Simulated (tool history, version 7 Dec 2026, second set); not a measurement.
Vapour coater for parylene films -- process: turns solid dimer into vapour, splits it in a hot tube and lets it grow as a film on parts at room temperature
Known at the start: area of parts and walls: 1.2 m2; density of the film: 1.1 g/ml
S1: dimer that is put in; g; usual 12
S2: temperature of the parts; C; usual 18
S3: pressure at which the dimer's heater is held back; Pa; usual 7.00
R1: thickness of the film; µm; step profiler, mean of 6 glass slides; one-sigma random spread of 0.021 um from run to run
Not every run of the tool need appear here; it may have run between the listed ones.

{"run": 1, "hour": 0.0, "S1": 12, "S2": 18, "S3": 7.0, "R1": 3.84}
{"run": 2, "hour": 72.5, "S1": 12, "S2": 18, "S3": 7.0, "R1": 3.79}
{"run": 3, "hour": 132.5, "S1": 12, "S2": 18, "S3": 7.0, "R1": 3.8}
{"run": 4, "hour": 204.6, "S1": 12, "S2": 18, "S3": 7.0, "R1": 3.77}
{"hour": 227.9, "done": "trap's valve overhauled"}
{"run": 5, "hour": 246.2, "S1": 12, "S2": 18, "S3": 7.0, "R1": 4.03}
{"run": 6, "hour": 314.2, "S1": 12, "S2": 18, "S3": 7.0, "R1": 4.0}
{"run": 7, "hour": 392.9, "S1": 12, "S2": 18, "S3": 7.0, "R1": 4.0}
{"run": 8, "hour": 433.3, "S1": 12, "S2": 18, "S3": 7.0, "R1": 3.98}
{"run": 9, "hour": 494.7, "S1": 12, "S2": 18, "S3": 7.0, "R1": 3.95}
{"run": 10, "hour": 571.9, "S1": 12, "S2": 18, "S3": 7.0, "R1": 3.93}
{"run": 11, "hour": 617.7, "S1": 12, "S2": 18, "S3": 7.0, "R1": 3.92}
{"run": 12, "hour": 681.6, "S1": 12, "S2": 18, "S3": 7.0, "R1": 3.92}
{"run": 13, "hour": 758.9, "S1": 12, "S2": 18, "S3": 7.0, "R1": 3.83}
{"run": 14, "hour": 798.9, "S1": 12, "S2": 18, "S3": 7.0, "R1": 3.84}
{"run": 15, "hour": 873.2, "S1": 12, "S2": 18, "S3": 7.0, "R1": 3.82}
{"run": 16, "hour": 909.7, "S1": 12, "S2": 18, "S3": 3.87, "R1": 4.37}
{"hour": 985.9, "done": "trap's valve overhauled"}
{"run": 17, "hour": 990.4, "S1": 12, "S2": 18, "S3": 3.87, "R1": 4.68}
{"run": 18, "hour": 1069.3, "S1": 6, "S2": 18, "S3": 7.0, "R1": 2.03}
{"run": 19, "hour": 1120.8, "S1": 6, "S2": 18, "S3": 6.21, "R1": 2.07}
{"run": 20, "hour": 1187.6, "S1": 12, "S2": 18, "S3": 7.0, "R1": 4.01}
{"run": 21, "hour": 1243.6, "S1": 12, "S2": 11, "S3": 7.0, "R1": 5.37}
{"run": 22, "hour": 1310.7, "S1": 12, "S2": 11, "S3": 7.0, "R1": 5.38}
{"run": 23, "hour": 1363.8, "S1": 12, "S2": 18, "S3": 3.95, "R1": 4.54}
{"run": 24, "hour": 1411.3, "S1": 12, "S2": 12, "S3": 3.95, "R1": 5.83}
{"run": 25, "hour": 1461.9, "S1": 9, "S2": 26, "S3": 6.52, "R1": 2.12}
{"run": 26, "hour": 1498.3, "S1": 11, "S2": 13, "S3": 7.0, "R1": 4.4}
{"run": 27, "hour": 1577.6, "S1": 11, "S2": 13, "S3": 7.0, "R1": 4.41}
{"run": 28, "hour": 1623.4, "S1": 7, "S2": 23, "S3": 3.54, "R1": 2.13}
{"run": 29, "hour": 1689.1, "S1": 7, "S2": 23, "S3": 3.54, "R1": 2.11}
{"hour": 1742.0, "done": "trap's valve overhauled"}
{"run": 30, "hour": 1742.4, "S1": 12, "S2": 29, "S3": 7.0, "R1": 2.57}
{"run": 31, "hour": 1810.6, "S1": 12, "S2": 21, "S3": 7.0, "R1": 3.6}
{"run": 32, "hour": 1860.1, "S1": 12, "S2": 21, "S3": 7.0, "R1": 3.6}
{"run": 33, "hour": 1929.2, "S1": 12, "S2": 21, "S3": 9.02, "R1": 3.32}
{"run": 34, "hour": 1965.6, "S1": 12, "S2": 18, "S3": 7.3, "R1": 4.01}
{"run": 35, "hour": 2036.2, "S1": 12, "S2": 18, "S3": 7.3, "R1": 3.95}
{"run": 36, "hour": 2079.3, "S1": 12, "S2": 23, "S3": 11.29, "R1": 2.87}
{"run": 37, "hour": 2138.8, "S1": 12, "S2": 23, "S3": 11.29, "R1": 2.83}
{"run": 38, "hour": 2194.3, "S1": 6, "S2": 23, "S3": 7.73, "R1": 1.56}
{"run": 39, "hour": 2265.9, "S1": 6, "S2": 23, "S3": 7.73, "R1": 1.55}
{"run": 40, "hour": 2316.0, "S1": 11, "S2": 18, "S3": 8.48, "R1": 3.4}
{"run": 41, "hour": 2385.8, "S1": 14, "S2": 15, "S3": 9.26, "R1": 4.81}
{"run": 42, "hour": 2457.1, "S1": 9, "S2": 30, "S3": 10.36, "R1": 1.55}
{"hour": 2494.3, "done": "trap's valve overhauled"}
{"run": 43, "hour": 2496.4, "S1": 9, "S2": 14, "S3": 2.17, "R1": 4.9}
{"run": 44, "hour": 2553.5, "S1": 9, "S2": 14, "S3": 2.17, "R1": 4.84}
{"run": 45, "hour": 2587.2, "S1": 7, "S2": 22, "S3": 5.97, "R1": 2.09}
{"run": 46, "hour": 2657.7, "S1": 9, "S2": 14, "S3": 8.01, "R1": 3.55}

Subtracting, for every run, the result it would have given without the tool's unlogged condition from the measured result gives the following. The same run-to-run variation enters both numbers; the gauge's scatter may not:
Hidden state at play: vapour lost through the trap's worn valve, %; true temperature of the parts over the reading, C; drift of the gauge itself on film_um, %.
run=1 R1=-0.25
run=2 R1=-0.27
run=3 R1=-0.30
run=4 R1=-0.32
run=5 R1=-0.02
run=6 R1=-0.05
run=7 R1=-0.07
run=8 R1=-0.09
run=9 R1=-0.12
run=10 R1=-0.14
run=11 R1=-0.15
run=12 R1=-0.18
run=13 R1=-0.21
run=14 R1=-0.22
run=15 R1=-0.24
run=16 R1=-0.29
run=17 R1=+0.01
run=18 R1=+0.00
run=19 R1=-0.02
run=20 R1=-0.06
run=21 R1=-0.11
run=22 R1=-0.14
run=23 R1=-0.14
run=24 R1=-0.21
run=25 R1=-0.08
run=26 R1=-0.20
run=27 R1=-0.23
run=28 R1=-0.12
run=29 R1=-0.13
run=30 R1=+0.03
run=31 R1=+0.01
run=32 R1=-0.01
run=33 R1=-0.03
run=34 R1=-0.05
run=35 R1=-0.08
run=36 R1=-0.07
run=37 R1=-0.09
run=38 R1=-0.05
run=39 R1=-0.06
run=40 R1=-0.16
run=41 R1=-0.26
run=42 R1=-0.10
run=43 R1=+0.09
run=44 R1=+0.06
run=45 R1=+0.02
run=46 R1=+0.02

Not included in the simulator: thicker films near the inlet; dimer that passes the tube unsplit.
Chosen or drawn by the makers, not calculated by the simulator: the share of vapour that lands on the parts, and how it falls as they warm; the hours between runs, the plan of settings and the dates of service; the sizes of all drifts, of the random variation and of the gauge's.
